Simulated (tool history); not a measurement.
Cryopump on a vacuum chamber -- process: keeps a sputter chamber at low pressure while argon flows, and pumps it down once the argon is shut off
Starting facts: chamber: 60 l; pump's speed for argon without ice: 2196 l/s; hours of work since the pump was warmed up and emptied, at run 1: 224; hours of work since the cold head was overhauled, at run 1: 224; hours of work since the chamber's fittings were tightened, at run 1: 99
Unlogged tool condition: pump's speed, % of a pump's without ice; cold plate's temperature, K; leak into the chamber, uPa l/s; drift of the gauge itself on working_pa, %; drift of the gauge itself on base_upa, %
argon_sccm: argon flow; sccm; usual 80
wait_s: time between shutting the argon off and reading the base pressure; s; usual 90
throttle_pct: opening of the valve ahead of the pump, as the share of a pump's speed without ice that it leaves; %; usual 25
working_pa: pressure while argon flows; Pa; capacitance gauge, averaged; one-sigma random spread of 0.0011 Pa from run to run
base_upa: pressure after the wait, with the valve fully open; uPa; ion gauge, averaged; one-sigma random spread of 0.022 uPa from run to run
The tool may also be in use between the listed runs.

run,hour,argon_sccm,wait_s,throttle_pct,hours of work since the pump was warmed up and emptied,hours of work since the cold head was overhauled,hours of work since the chamber's fittings were tightened,working_pa,base_upa
1,0,80,90,25,224,224,99,0.2495,0.78
2,21.9,80,90,25,238,238,113,0.2521,0.77
3,43.5,80,90,25,252,252,127,0.2515,0.78
4,60.1,80,90,20,263,263,138,0.3148,0.81
5,80.6,80,90,20,276,276,151,0.3157,0.81
6,102.9,80,234,25,290,290,165,0.2542,0.51
7,124.5,80,234,25,304,304,179,0.2522,0.56
8,148.6,80,234,25,319,319,195,0.252,0.53
9,168.5,102,90,25,332,332,208,0.3243,0.88
10,191.6,102,90,25,347,347,222,0.3232,0.86
11,220.3,102,90,57,366,366,241,0.1471,0.9
12,239,80,90,25,378,378,253,0.2538,0.86
13,255.7,80,90,25,388,388,264,0.2552,0.97
14,276.7,80,35,25,402,402,277,0.2539,1.73
15,299.8,58,23,52,417,417,292,0.0943,2.37
16,318.6,49,76,25,429,429,304,0.1564,1.06
17,334.6,34,299,19,439,439,314,0.1414,0.63
18,348.5,75,118,31,448,448,323,0.1963,0.84
19,374.5,108,162,31,465,465,340,0.2832,0.82
20,391.2,108,31,31,475,475,351,0.2828,1.89
21,410.5,80,36,45,488,488,363,0.149,1.72
22,427.7,80,31,25,499,499,374,0.2592,2.01
23,442.2,80,31,25,508,508,383,0.2582,1.97
24,471.1,41,243,29,527,527,402,0.1164,0.79
25,484,41,243,29,535,535,410,0.1151,0.8
26,496.3,80,199,21,543,543,418,0.3064,0.88

Forecast each of these 5 alternatives for the next run:
A,524.3,80,90,32,561,561,436,?,?
B,524.3,80,21,25,561,561,436,?,?
C,524.3,75,90,45,561,561,436,?,?
D,524.3,51,90,25,561,561,436,?,?
E,524.3,147,148,24,561,561,436,?,?

run,working_pa,base_upa
A,0.206,1.11
B,0.2596,2.75
C,0.1417,1.08
D,0.1656,1.13
E,0.4937,0.96
With the hidden condition removed and each run's random variation left untouched, the same runs would have given:
run,working_pa,base_upa
A,0.1923,0.62
B,0.246,2.25
C,0.1289,0.58
D,0.1569,0.63
E,0.4688,0.46
